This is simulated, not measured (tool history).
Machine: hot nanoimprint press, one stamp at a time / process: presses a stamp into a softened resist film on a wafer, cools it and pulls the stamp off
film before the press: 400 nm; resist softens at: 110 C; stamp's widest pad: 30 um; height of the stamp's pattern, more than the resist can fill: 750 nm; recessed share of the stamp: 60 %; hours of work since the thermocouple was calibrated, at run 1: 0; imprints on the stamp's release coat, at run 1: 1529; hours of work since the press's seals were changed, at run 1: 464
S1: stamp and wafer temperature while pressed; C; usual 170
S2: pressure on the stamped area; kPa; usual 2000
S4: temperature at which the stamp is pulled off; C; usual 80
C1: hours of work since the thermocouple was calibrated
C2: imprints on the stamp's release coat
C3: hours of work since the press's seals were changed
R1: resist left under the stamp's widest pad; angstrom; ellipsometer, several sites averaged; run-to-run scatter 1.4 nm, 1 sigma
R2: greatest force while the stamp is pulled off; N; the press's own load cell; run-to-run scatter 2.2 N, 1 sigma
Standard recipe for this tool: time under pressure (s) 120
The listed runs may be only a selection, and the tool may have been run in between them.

Run 1, hour 0.0: usual settings; C1 0; C2 1529; C3 464. Result: R1 2079 angstrom, R2 147 N.
Run 2, hour 36.1: usual settings but S2 1980 kPa; C1 20; C2 1628; C3 484. Result: R1 2107 angstrom, R2 147 N.
Run 3, hour 65.6: usual settings but S2 1980 kPa; C1 37; C2 1710; C3 501. Result: R1 2105 angstrom, R2 152 N.
Run 4, hour 92.3: usual settings; C1 52; C2 1783; C3 516. Result: R1 2148 angstrom, R2 155 N.
Run 5, hour 126.1: usual settings; C1 71; C2 1876; C3 535. Result: R1 2154 angstrom, R2 153 N.
Run 6, hour 177.6: usual settings but S2 2370 kPa; C1 100; C2 2018; C3 564. Result: R1 2009 angstrom, R2 155 N.
Run 7, hour 222.9: usual settings but S2 2370 kPa; C1 125; C2 2142; C3 589. Result: R1 2002 angstrom, R2 166 N.
Run 8, hour 270.7: usual settings but S2 2370 kPa; C1 152; C2 2274; C3 616. Result: R1 2021 angstrom, R2 174 N.
At hour 298.4: stamp cleaned and given a new release coat.
Run 9, hour 333.5: usual settings but S2 2370 kPa; C1 184; C2 96; C3 648. Result: R1 2004 angstrom, R2 98 N.
At hour 349.0: press's hydraulic seals changed and the load cell set to zero.
Run 10, hour 381.8: usual settings but time under pressure (s) 83; C1 207; C2 207; C3 18. Result: R1 2422 angstrom, R2 101 N.
At hour 389.3: plate thermocouple calibrated.
Run 11, hour 415.3: usual settings but time under pressure (s) 83; C1 15; C2 291; C3 36. Result: R1 2459 angstrom, R2 106 N.
Run 12, hour 439.6: usual settings but time under pressure (s) 83; C1 28; C2 358; C3 49. Result: R1 2472 angstrom, R2 104 N.
Run 13, hour 464.9: usual settings but time under pressure (s) 83; C1 43; C2 427; C3 63. Result: R1 2489 angstrom, R2 109 N.
Run 14, hour 505.6: usual settings but time under pressure (s) 83; C1 65; C2 539; C3 86. Result: R1 2512 angstrom, R2 112 N.
Run 15, hour 536.1: usual settings but time under pressure (s) 191; C1 82; C2 623; C3 103. Result: R1 1902 angstrom, R2 117 N.
At hour 550.1: plate thermocouple calibrated, once more.
Run 16, hour 573.1: usual settings but S2 1430 kPa, time under pressure (s) 219; C1 13; C2 717; C3 123. Result: R1 1932 angstrom, R2 120 N.
Run 17, hour 614.6: usual settings but S1 168 C, time under pressure (s) 134; C1 36; C2 831; C3 146. Result: R1 2202 angstrom, R2 119 N.
Run 18, hour 646.4: usual settings but S1 168 C, S2 1840 kPa, S4 76 C; C1 54; C2 918; C3 164. Result: R1 2376 angstrom, R2 128 N.
Run 19, hour 700.3: usual settings but time under pressure (s) 61, S4 79 C; C1 84; C2 1067; C3 194. Result: R1 2626 angstrom, R2 129 N.
Run 20, hour 741.2: usual settings but time under pressure (s) 61, S4 79 C; C1 107; C2 1179; C3 217. Result: R1 2597 angstrom, R2 135 N.
Run 21, hour 798.3: usual settings but S1 181 C, time under pressure (s) 61, S4 69 C; C1 139; C2 1336; C3 249. Result: R1 1667 angstrom, R2 148 N.
Run 22, hour 826.3: usual settings but S1 181 C, time under pressure (s) 61, S4 69 C; C1 155; C2 1413; C3 265. Result: R1 1691 angstrom, R2 154 N.
Run 23, hour 884.5: usual settings but S1 165 C, S2 2790 kPa, time under pressure (s) 111, S4 82 C; C1 188; C2 1573; C3 297. Result: R1 2429 angstrom, R2 143 N.

Each row is a separate what-if for the run after 23, all from the same tool condition, not one after another. Results?
Run A, hour 921.2: usual settings but S1 166 C, S2 2930 kPa, time under pressure (s) 111, S4 66 C; C1 208; C2 1674; C3 318. Result: R1 ?, R2 ?.
Run B, hour 921.2: usual settings but S1 165 C, S2 1550 kPa, time under pressure (s) 75, S4 78 C; C1 208; C2 1674; C3 318. Result: R1 ?, R2 ?.
Run C, hour 921.2: usual settings but S1 165 C, S2 2790 kPa, time under pressure (s) 198, S4 82 C; C1 208; C2 1674; C3 318. Result: R1 ?, R2 ?.

run    R1   R2
  A  2302  170
  B  3195  157
  C  2002  146
Stripped of hidden state, with their random variation kept, the same runs would have yielded:
run    R1   R2
  A  2229  112
  B  3139  103
  C  1932   95
